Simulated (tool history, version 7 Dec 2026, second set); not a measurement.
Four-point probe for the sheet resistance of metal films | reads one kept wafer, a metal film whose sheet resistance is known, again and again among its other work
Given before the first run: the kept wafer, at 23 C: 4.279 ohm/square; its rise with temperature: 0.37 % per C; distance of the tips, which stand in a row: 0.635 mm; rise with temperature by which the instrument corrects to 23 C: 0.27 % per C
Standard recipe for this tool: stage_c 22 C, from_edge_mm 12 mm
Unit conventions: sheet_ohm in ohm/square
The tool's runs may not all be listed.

run	hour	stage_c	from_edge_mm	sheet_ohm
1	0.0	22	12	4.312653
2	67.4	22	12	4.310974
3	152.6	22	12	4.311534
4	218.8	22	12	4.310488
5	277.8	22	12	4.310081
6	354.6	22	12	4.308996
7	445.7	27	12	4.327906
8	506.5	33	12	4.351499
9	606.0	33	12	4.349287
10	723.3	30	19	4.333950
11	818.2	30	35	4.332543
12	886.9	30	35	4.333205
13	958.0	22	7	4.320567
14	1025.6	22	7	4.318156
15	1089.1	32	4	4.394956
16	1146.3	19	14	4.294428
17	1225.7	32	29	4.336794

Below are 5 alternative next runs, each starting from the tool's condition after run 17. Predict each:
A	1293.9	19	19	?
B	1293.9	19	26	?
C	1293.9	22	12	?
D	1293.9	30	6	?
E	1293.9	29	29	?

run	sheet_ohm
A	4.289012
B	4.287504
C	4.304553
D	4.354179
E	4.326262
Without the tool's hidden state the same runs would have given:
run	sheet_ohm
A	4.265836
B	4.264336
C	4.281350
D	4.330860
E	4.303067
